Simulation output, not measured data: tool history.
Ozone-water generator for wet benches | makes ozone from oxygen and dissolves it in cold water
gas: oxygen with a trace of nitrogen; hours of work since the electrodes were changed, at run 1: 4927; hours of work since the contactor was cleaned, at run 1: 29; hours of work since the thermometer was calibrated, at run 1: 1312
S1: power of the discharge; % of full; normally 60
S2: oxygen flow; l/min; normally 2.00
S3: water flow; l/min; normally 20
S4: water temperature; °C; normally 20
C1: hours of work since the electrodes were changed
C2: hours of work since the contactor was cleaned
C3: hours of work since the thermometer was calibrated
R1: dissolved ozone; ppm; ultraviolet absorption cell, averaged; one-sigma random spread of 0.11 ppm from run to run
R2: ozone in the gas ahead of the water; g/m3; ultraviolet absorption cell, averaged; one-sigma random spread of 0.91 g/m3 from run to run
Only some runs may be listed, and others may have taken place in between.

{"run": 1, "day": 0.0, "S1": 60, "S2": 2.0, "S3": 20, "S4": 20, "C1": 4927, "C2": 29, "C3": 1312, "R1": 8.3, "R2": 139.9}
{"run": 2, "day": 6.388, "S1": 48, "S2": 2.0, "S3": 20, "S4": 20, "C1": 5075, "C2": 176, "C3": 1459, "R1": 7.3, "R2": 122.4}
{"run": 3, "day": 13.633, "S1": 48, "S2": 2.0, "S3": 20, "S4": 20, "C1": 5242, "C2": 343, "C3": 1626, "R1": 7.3, "R2": 122.4}
{"run": 4, "day": 22.45, "S1": 48, "S2": 2.0, "S3": 20, "S4": 20, "C1": 5445, "C2": 546, "C3": 1830, "R1": 7.5, "R2": 121.2}
{"run": 5, "day": 28.142, "S1": 48, "S2": 2.0, "S3": 20, "S4": 20, "C1": 5576, "C2": 677, "C3": 1961, "R1": 7.4, "R2": 120.0}
{"run": 6, "day": 33.471, "S1": 60, "S2": 2.0, "S3": 20, "S4": 24, "C1": 5699, "C2": 800, "C3": 2084, "R1": 8.0, "R2": 138.7}
{"run": 7, "day": 41.458, "S1": 60, "S2": 2.0, "S3": 20, "S4": 20, "C1": 5883, "C2": 985, "C3": 2268, "R1": 8.3, "R2": 136.8}
{"run": 8, "day": 46.221, "S1": 60, "S2": 2.0, "S3": 20, "S4": 20, "C1": 5993, "C2": 1094, "C3": 2378, "R1": 8.0, "R2": 137.4}
{"run": 9, "day": 52.45, "S1": 55, "S2": 2.0, "S3": 20, "S4": 20, "C1": 6137, "C2": 1238, "C3": 2521, "R1": 7.7, "R2": 129.1}
{"run": 10, "day": 59.746, "S1": 55, "S2": 2.0, "S3": 20, "S4": 20, "C1": 6305, "C2": 1406, "C3": 2690, "R1": 7.7, "R2": 129.4}
{"run": 11, "day": 64.462, "S1": 55, "S2": 2.0, "S3": 20, "S4": 20, "C1": 6414, "C2": 1515, "C3": 2798, "R1": 7.6, "R2": 129.4}
{"run": 12, "day": 72.358, "S1": 55, "S2": 2.0, "S3": 20, "S4": 20, "C1": 6596, "C2": 1697, "C3": 2980, "R1": 7.6, "R2": 128.2}
{"day": 73.075, "done": "contactor cleaned"}
{"run": 13, "day": 76.775, "S1": 55, "S2": 2.0, "S3": 20, "S4": 20, "C1": 6694, "C2": 85, "C3": 3078, "R1": 7.8, "R2": 130.0}
{"run": 14, "day": 83.238, "S1": 55, "S2": 2.0, "S3": 20, "S4": 20, "C1": 6843, "C2": 234, "C3": 3227, "R1": 7.6, "R2": 127.0}
{"run": 15, "day": 88.454, "S1": 68, "S2": 2.64, "S3": 26, "S4": 20, "C1": 6963, "C2": 355, "C3": 3348, "R1": 6.5, "R2": 118.9}
{"run": 16, "day": 93.783, "S1": 58, "S2": 3.26, "S3": 20, "S4": 27, "C1": 7086, "C2": 477, "C3": 3471, "R1": 7.0, "R2": 94.5}
{"day": 96.438, "done": "contactor cleaned, once more"}
{"run": 17, "day": 100.204, "S1": 61, "S2": 2.0, "S3": 22, "S4": 16, "C1": 7230, "C2": 87, "C3": 3615, "R1": 7.6, "R2": 134.5}
{"run": 18, "day": 105.033, "S1": 50, "S2": 2.0, "S3": 22, "S4": 16, "C1": 7341, "C2": 198, "C3": 3726, "R1": 6.8, "R2": 120.2}
{"run": 19, "day": 110.688, "S1": 79, "S2": 1.88, "S3": 22, "S4": 27, "C1": 7472, "C2": 329, "C3": 3857, "R1": 8.1, "R2": 163.6}
{"run": 20, "day": 118.612, "S1": 94, "S2": 3.59, "S3": 14, "S4": 16, "C1": 7655, "C2": 511, "C3": 4039, "R1": 14.6, "R2": 114.5}
{"run": 21, "day": 125.279, "S1": 93, "S2": 2.0, "S3": 24, "S4": 20, "C1": 7808, "C2": 665, "C3": 4193, "R1": 8.5, "R2": 169.4}
{"run": 22, "day": 132.988, "S1": 93, "S2": 2.0, "S3": 24, "S4": 20, "C1": 7986, "C2": 843, "C3": 4371, "R1": 8.4, "R2": 169.3}
{"run": 23, "day": 138.404, "S1": 93, "S2": 2.59, "S3": 15, "S4": 20, "C1": 8111, "C2": 968, "C3": 4496, "R1": 13.2, "R2": 141.5}
{"run": 24, "day": 146.946, "S1": 41, "S2": 2.59, "S3": 15, "S4": 18, "C1": 8308, "C2": 1165, "C3": 4692, "R1": 8.8, "R2": 89.1}
{"run": 25, "day": 152.075, "S1": 56, "S2": 3.31, "S3": 13, "S4": 18, "C1": 8426, "C2": 1283, "C3": 4811, "R1": 11.1, "R2": 89.4}
{"run": 26, "day": 160.542, "S1": 60, "S2": 2.0, "S3": 31, "S4": 18, "C1": 8621, "C2": 1478, "C3": 5006, "R1": 4.7, "R2": 130.1}
{"run": 27, "day": 165.046, "S1": 60, "S2": 2.0, "S3": 31, "S4": 18, "C1": 8725, "C2": 1582, "C3": 5110, "R1": 4.9, "R2": 130.7}
{"run": 28, "day": 170.796, "S1": 60, "S2": 2.0, "S3": 31, "S4": 18, "C1": 8858, "C2": 1714, "C3": 5242, "R1": 5.0, "R2": 129.2}

Selected run-to-run steps in R1, each split into two signed amounts: the part the tool would show with no hidden state at all (from settings, incoming material and random variation), and the remainder, which goes to the hidden state together with any gauge scatter not common to the measured and the hidden-state-free results:
The hidden state here: yield of the discharge, % of new electrodes'; contactor's efficiency, % of a clean one's; true water temperature over the reading, C; drift of the gauge itself on ozone_ppm, %; drift of the gauge itself on gas_g_m3, %.
Run 19 -> 20: S1 79 -> 94, S2 1.88 -> 3.59, S3 22 -> 14, S4 27 -> 16. R1 +6.5 ppm: hidden state -1.6, all else +8.1.
Run 23 -> 24: S1 93 -> 41, S4 20 -> 18. R1 -4.4 ppm: hidden state +1.9, all else -6.3.
Run 25 -> 26: S1 56 -> 60, S2 3.31 -> 2.00, S3 13 -> 31. R1 -6.4 ppm: hidden state +1.0, all else -7.4.

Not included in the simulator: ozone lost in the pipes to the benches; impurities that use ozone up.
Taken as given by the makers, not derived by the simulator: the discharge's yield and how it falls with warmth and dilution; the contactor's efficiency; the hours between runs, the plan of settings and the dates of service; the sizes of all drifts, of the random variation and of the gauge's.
